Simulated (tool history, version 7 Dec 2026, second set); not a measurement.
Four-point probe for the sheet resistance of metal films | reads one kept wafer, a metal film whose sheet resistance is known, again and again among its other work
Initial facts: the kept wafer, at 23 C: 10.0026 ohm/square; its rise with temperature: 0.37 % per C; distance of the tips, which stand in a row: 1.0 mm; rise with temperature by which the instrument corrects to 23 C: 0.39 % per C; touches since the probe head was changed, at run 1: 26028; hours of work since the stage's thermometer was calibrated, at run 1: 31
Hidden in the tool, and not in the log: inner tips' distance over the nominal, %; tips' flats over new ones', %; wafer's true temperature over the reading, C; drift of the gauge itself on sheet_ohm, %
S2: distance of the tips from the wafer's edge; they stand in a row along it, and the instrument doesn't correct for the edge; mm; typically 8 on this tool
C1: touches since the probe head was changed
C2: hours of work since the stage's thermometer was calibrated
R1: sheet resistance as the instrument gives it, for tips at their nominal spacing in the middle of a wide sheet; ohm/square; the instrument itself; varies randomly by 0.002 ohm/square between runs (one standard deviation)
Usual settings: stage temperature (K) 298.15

{"run": 1, "day": 0.0, "stage temperature (K)": 298.15, "S2": 8, "C1": 26028, "C2": 31, "R1": 10.0922}
{"run": 2, "day": 0.871, "stage temperature (K)": 298.15, "S2": 8, "C1": 26892, "C2": 45, "R1": 10.091329}
{"run": 3, "day": 1.642, "stage temperature (K)": 298.15, "S2": 8, "C1": 27658, "C2": 58, "R1": 10.095407}
{"run": 4, "day": 2.679, "stage temperature (K)": 298.15, "S2": 8, "C1": 28684, "C2": 76, "R1": 10.094332}
{"run": 5, "day": 3.329, "stage temperature (K)": 298.15, "S2": 38, "C1": 29332, "C2": 87, "R1": 10.008602}
{"run": 6, "day": 4.229, "stage temperature (K)": 298.15, "S2": 38, "C1": 30222, "C2": 102, "R1": 10.014615}
{"run": 7, "day": 5.462, "stage temperature (K)": 298.15, "S2": 38, "C1": 31448, "C2": 123, "R1": 10.011802}
{"run": 8, "day": 6.667, "stage temperature (K)": 298.15, "S2": 38, "C1": 32644, "C2": 143, "R1": 10.012463}
{"run": 9, "day": 7.383, "stage temperature (K)": 298.15, "S2": 38, "C1": 33353, "C2": 155, "R1": 10.015698}
{"run": 10, "day": 8.467, "stage temperature (K)": 298.15, "S2": 8, "C1": 34428, "C2": 173, "R1": 10.091645}
{"run": 11, "day": 9.758, "stage temperature (K)": 298.15, "S2": 8, "C1": 35709, "C2": 195, "R1": 10.091179}
{"run": 12, "day": 10.808, "stage temperature (K)": 298.15, "S2": 8, "C1": 36753, "C2": 212, "R1": 10.087839}
{"run": 13, "day": 11.583, "stage temperature (K)": 292.15, "S2": 8, "C1": 37520, "C2": 225, "R1": 10.098632}
{"run": 14, "day": 12.796, "stage temperature (K)": 292.15, "S2": 21, "C1": 38725, "C2": 246, "R1": 10.025518}
{"run": 15, "day": 13.958, "stage temperature (K)": 298.15, "S2": 18, "C1": 39877, "C2": 265, "R1": 10.025154}
{"run": 16, "day": 14.792, "stage temperature (K)": 298.15, "S2": 8, "C1": 40704, "C2": 279, "R1": 10.088278}
{"run": 17, "day": 15.983, "stage temperature (K)": 298.15, "S2": 8, "C1": 41885, "C2": 299, "R1": 10.09206}
{"run": 18, "day": 16.567, "stage temperature (K)": 298.15, "S2": 8, "C1": 42468, "C2": 309, "R1": 10.090426}
{"run": 19, "day": 17.821, "stage temperature (K)": 298.15, "S2": 8, "C1": 43711, "C2": 330, "R1": 10.089975}
{"run": 20, "day": 18.779, "stage temperature (K)": 298.15, "S2": 8, "C1": 44662, "C2": 346, "R1": 10.091443}
{"run": 21, "day": 19.421, "stage temperature (K)": 298.15, "S2": 8, "C1": 45300, "C2": 357, "R1": 10.09093}
{"run": 22, "day": 20.329, "stage temperature (K)": 295.15, "S2": 8, "C1": 46198, "C2": 372, "R1": 10.093784}
{"run": 23, "day": 21.146, "stage temperature (K)": 291.15, "S2": 4, "C1": 47007, "C2": 386, "R1": 10.337213}
{"run": 24, "day": 22.167, "stage temperature (K)": 291.15, "S2": 4, "C1": 48021, "C2": 403, "R1": 10.336513}
{"run": 25, "day": 23.192, "stage temperature (K)": 301.15, "S2": 4, "C1": 49039, "C2": 420, "R1": 10.325003}
{"run": 26, "day": 23.954, "stage temperature (K)": 298.15, "S2": 6, "C1": 49795, "C2": 433, "R1": 10.152791}
{"run": 27, "day": 24.567, "stage temperature (K)": 300.15, "S2": 52, "C1": 50404, "C2": 443, "R1": 10.007748}
{"run": 28, "day": 25.279, "stage temperature (K)": 298.15, "S2": 27, "C1": 51110, "C2": 455, "R1": 10.013223}
{"run": 29, "day": 25.858, "stage temperature (K)": 298.15, "S2": 27, "C1": 51684, "C2": 465, "R1": 10.015863}
{"run": 30, "day": 26.9, "stage temperature (K)": 300.15, "S2": 10, "C1": 52717, "C2": 482, "R1": 10.054267}
{"run": 31, "day": 27.775, "stage temperature (K)": 300.15, "S2": 27, "C1": 53589, "C2": 497, "R1": 10.008005}
{"run": 32, "day": 29.05, "stage temperature (K)": 300.15, "S2": 27, "C1": 54854, "C2": 519, "R1": 10.009406}
{"run": 33, "day": 29.862, "stage temperature (K)": 304.15, "S2": 56, "C1": 55657, "C2": 532, "R1": 10.000472}
{"run": 34, "day": 31.092, "stage temperature (K)": 304.15, "S2": 56, "C1": 56880, "C2": 553, "R1": 9.998115}
{"run": 35, "day": 31.638, "stage temperature (K)": 304.15, "S2": 56, "C1": 57419, "C2": 562, "R1": 9.997095}
{"run": 36, "day": 32.938, "stage temperature (K)": 295.15, "S2": 5, "C1": 58708, "C2": 584, "R1": 10.218454}
{"run": 37, "day": 33.688, "stage temperature (K)": 298.15, "S2": 48, "C1": 59452, "C2": 596, "R1": 10.009712}
{"run": 38, "day": 34.254, "stage temperature (K)": 298.15, "S2": 48, "C1": 60016, "C2": 606, "R1": 10.006779}
{"run": 39, "day": 35.25, "stage temperature (K)": 298.15, "S2": 17, "C1": 61002, "C2": 623, "R1": 10.024322}
{"run": 40, "day": 36.379, "stage temperature (K)": 300.15, "S2": 32, "C1": 62124, "C2": 642, "R1": 10.004964}
{"run": 41, "day": 37.321, "stage temperature (K)": 293.15, "S2": 5, "C1": 63057, "C2": 657, "R1": 10.223079}
{"run": 42, "day": 37.896, "stage temperature (K)": 298.15, "S2": 22, "C1": 63630, "C2": 667, "R1": 10.012568}
{"run": 43, "day": 38.738, "stage temperature (K)": 298.15, "S2": 22, "C1": 64466, "C2": 681, "R1": 10.013144}
{"run": 44, "day": 40.042, "stage temperature (K)": 307.15, "S2": 22, "C1": 65760, "C2": 703, "R1": 10.001119}

Selected run-to-run steps in R1, each split into two signed amounts: the part the tool would show with no hidden state at all (from settings, incoming material and random variation), and the remainder, which goes to the hidden state together with any gauge scatter not common to the measured and the hidden-state-free results:
Run 22 -> 23: stage temperature (K) 295.15 -> 291.15, S2 8 -> 4. R1 +0.243429 ohm/square: hidden state +0.000039, all else +0.243390.
Run 35 -> 36: stage temperature (K) 304.15 -> 295.15, S2 56 -> 5. R1 +0.221359 ohm/square: hidden state +0.000093, all else +0.221266.
Run 36 -> 37: stage temperature (K) 295.15 -> 298.15, S2 5 -> 48. R1 -0.208742 ohm/square: hidden state -0.000227, all else -0.208515.
Run 40 -> 41: stage temperature (K) 300.15 -> 293.15, S2 32 -> 5. R1 +0.218115 ohm/square: hidden state +0.000093, all else +0.218022.
Run 41 -> 42: stage temperature (K) 293.15 -> 298.15, S2 5 -> 22. R1 -0.210511 ohm/square: hidden state -0.000235, all else -0.210276.
Run 43 -> 44: stage temperature (K) 298.15 -> 307.15. R1 -0.012025 ohm/square: hidden state -0.000343, all else -0.011682.

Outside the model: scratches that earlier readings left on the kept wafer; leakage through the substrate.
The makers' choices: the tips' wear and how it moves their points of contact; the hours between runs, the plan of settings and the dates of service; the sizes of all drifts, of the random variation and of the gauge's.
